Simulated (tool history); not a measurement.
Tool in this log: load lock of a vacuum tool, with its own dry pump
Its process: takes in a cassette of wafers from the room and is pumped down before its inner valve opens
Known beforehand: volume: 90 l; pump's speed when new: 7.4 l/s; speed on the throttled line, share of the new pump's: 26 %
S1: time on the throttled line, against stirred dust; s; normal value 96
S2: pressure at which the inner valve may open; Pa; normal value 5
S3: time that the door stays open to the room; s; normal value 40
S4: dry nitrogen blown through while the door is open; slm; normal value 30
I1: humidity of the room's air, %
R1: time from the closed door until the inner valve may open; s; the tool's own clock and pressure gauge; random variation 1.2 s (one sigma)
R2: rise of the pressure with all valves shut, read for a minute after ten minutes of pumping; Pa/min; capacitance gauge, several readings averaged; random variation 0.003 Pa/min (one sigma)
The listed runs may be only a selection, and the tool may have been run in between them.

{"run": 1, "day": 0.0, "S1": 96, "S2": 5, "S3": 40, "S4": 30, "I1": 45.8, "R1": 194.2, "R2": 0.03}
{"run": 2, "day": 3.412, "S1": 96, "S2": 5, "S3": 40, "S4": 30, "I1": 44.4, "R1": 196.6, "R2": 0.031}
{"run": 3, "day": 11.396, "S1": 96, "S2": 5, "S3": 40, "S4": 30, "I1": 43.5, "R1": 196.6, "R2": 0.035}
{"run": 4, "day": 15.304, "S1": 96, "S2": 5, "S3": 40, "S4": 30, "I1": 42.3, "R1": 193.3, "R2": 0.037}
{"run": 5, "day": 22.054, "S1": 96, "S2": 5, "S3": 40, "S4": 30, "I1": 46.1, "R1": 195.6, "R2": 0.032}
{"run": 6, "day": 27.633, "S1": 96, "S2": 5, "S3": 40, "S4": 30, "I1": 40.5, "R1": 197.4, "R2": 0.04}
{"run": 7, "day": 35.3, "S1": 96, "S2": 5, "S3": 233, "S4": 30, "I1": 44.6, "R1": 197.0, "R2": 0.063}
{"run": 8, "day": 43.321, "S1": 96, "S2": 5, "S3": 40, "S4": 30, "I1": 45.8, "R1": 197.0, "R2": 0.043}
{"run": 9, "day": 51.412, "S1": 96, "S2": 5, "S3": 40, "S4": 30, "I1": 46.8, "R1": 196.8, "R2": 0.048}
{"run": 10, "day": 59.171, "S1": 96, "S2": 5, "S3": 40, "S4": 30, "I1": 47.2, "R1": 194.9, "R2": 0.049}
{"run": 11, "day": 64.662, "S1": 96, "S2": 5, "S3": 40, "S4": 30, "I1": 43.6, "R1": 192.7, "R2": 0.045}
{"run": 12, "day": 70.125, "S1": 96, "S2": 5, "S3": 40, "S4": 30, "I1": 46.1, "R1": 197.4, "R2": 0.044}
{"run": 13, "day": 77.0, "S1": 96, "S2": 5, "S3": 40, "S4": 30, "I1": 44.0, "R1": 195.2, "R2": 0.05}
{"run": 14, "day": 81.7, "S1": 96, "S2": 5, "S3": 40, "S4": 30, "I1": 45.1, "R1": 197.8, "R2": 0.046}
{"run": 15, "day": 86.6, "S1": 96, "S2": 8, "S3": 40, "S4": 30, "I1": 47.5, "R1": 190.7, "R2": 0.052}
{"run": 16, "day": 91.975, "S1": 96, "S2": 5, "S3": 40, "S4": 30, "I1": 46.0, "R1": 196.4, "R2": 0.051}
{"run": 17, "day": 97.821, "S1": 176, "S2": 9, "S3": 40, "S4": 30, "I1": 41.7, "R1": 247.9, "R2": 0.054}
{"run": 18, "day": 102.171, "S1": 62, "S2": 9, "S3": 43, "S4": 30, "I1": 44.7, "R1": 163.9, "R2": 0.057}
{"run": 19, "day": 109.25, "S1": 62, "S2": 9, "S3": 43, "S4": 30, "I1": 42.2, "R1": 164.1, "R2": 0.055}
{"run": 20, "day": 115.042, "S1": 96, "S2": 5, "S3": 62, "S4": 30, "I1": 45.1, "R1": 200.6, "R2": 0.059}
{"run": 21, "day": 122.229, "S1": 51, "S2": 5, "S3": 28, "S4": 6, "I1": 43.5, "R1": 164.2, "R2": 0.067}
{"run": 22, "day": 129.917, "S1": 51, "S2": 5, "S3": 28, "S4": 6, "I1": 46.2, "R1": 163.6, "R2": 0.071}
{"run": 23, "day": 137.875, "S1": 51, "S2": 5, "S3": 28, "S4": 6, "I1": 45.7, "R1": 163.3, "R2": 0.073}
{"run": 24, "day": 143.608, "S1": 51, "S2": 9, "S3": 51, "S4": 6, "I1": 46.5, "R1": 157.0, "R2": 0.084}
{"run": 25, "day": 150.55, "S1": 96, "S2": 7, "S3": 78, "S4": 30, "I1": 45.6, "R1": 192.3, "R2": 0.076}
{"run": 26, "day": 157.071, "S1": 157, "S2": 7, "S3": 40, "S4": 30, "I1": 43.6, "R1": 236.1, "R2": 0.067}
{"run": 27, "day": 161.333, "S1": 152, "S2": 8, "S3": 45, "S4": 6, "I1": 46.6, "R1": 231.3, "R2": 0.09}
{"run": 28, "day": 166.879, "S1": 57, "S2": 4, "S3": 27, "S4": 4, "I1": 42.9, "R1": 173.0, "R2": 0.08}
{"run": 29, "day": 170.392, "S1": 57, "S2": 4, "S3": 27, "S4": 13, "I1": 43.0, "R1": 172.6, "R2": 0.074}
{"run": 30, "day": 174.954, "S1": 96, "S2": 5, "S3": 88, "S4": 30, "I1": 42.7, "R1": 199.5, "R2": 0.083}
{"run": 31, "day": 178.425, "S1": 96, "S2": 5, "S3": 88, "S4": 30, "I1": 45.4, "R1": 199.6, "R2": 0.086}
{"run": 32, "day": 182.521, "S1": 96, "S2": 5, "S3": 88, "S4": 30, "I1": 43.5, "R1": 199.4, "R2": 0.082}

Measured less the same run without the tool's hidden state. The same run-to-run variation is in both; the gauge's scatter may not be:
The hidden state here: pump's speed, % of a new pump's; leak at the door's seal, Pa l/s; drift of the gauge itself on ready_s, %; drift of the gauge itself on rise_pa_min, %.
run=1 R1=+1.7 R2=+0.014
run=2 R1=+1.8 R2=+0.015
run=3 R1=+1.9 R2=+0.016
run=4 R1=+1.8 R2=+0.017
run=5 R1=+2.0 R2=+0.019
run=6 R1=+2.1 R2=+0.020
run=7 R1=+2.4 R2=+0.021
run=8 R1=+2.2 R2=+0.023
run=9 R1=+2.4 R2=+0.024
run=10 R1=+2.5 R2=+0.026
run=11 R1=+2.5 R2=+0.028
run=12 R1=+2.6 R2=+0.028
run=13 R1=+2.7 R2=+0.030
run=14 R1=+2.7 R2=+0.031
run=15 R1=+2.6 R2=+0.033
run=16 R1=+2.9 R2=+0.035
run=17 R1=+2.1 R2=+0.036
run=18 R1=+3.0 R2=+0.037
run=19 R1=+3.1 R2=+0.039
run=20 R1=+3.5 R2=+0.040
run=21 R1=+4.0 R2=+0.043
run=22 R1=+3.8 R2=+0.046
run=23 R1=+3.9 R2=+0.048
run=24 R1=+3.7 R2=+0.049
run=25 R1=+3.5 R2=+0.051
run=26 R1=+3.0 R2=+0.053
run=27 R1=+3.0 R2=+0.054
run=28 R1=+4.5 R2=+0.057
run=29 R1=+4.5 R2=+0.058
run=30 R1=+4.3 R2=+0.058
run=31 R1=+4.3 R2=+0.060
run=32 R1=+4.4 R2=+0.061

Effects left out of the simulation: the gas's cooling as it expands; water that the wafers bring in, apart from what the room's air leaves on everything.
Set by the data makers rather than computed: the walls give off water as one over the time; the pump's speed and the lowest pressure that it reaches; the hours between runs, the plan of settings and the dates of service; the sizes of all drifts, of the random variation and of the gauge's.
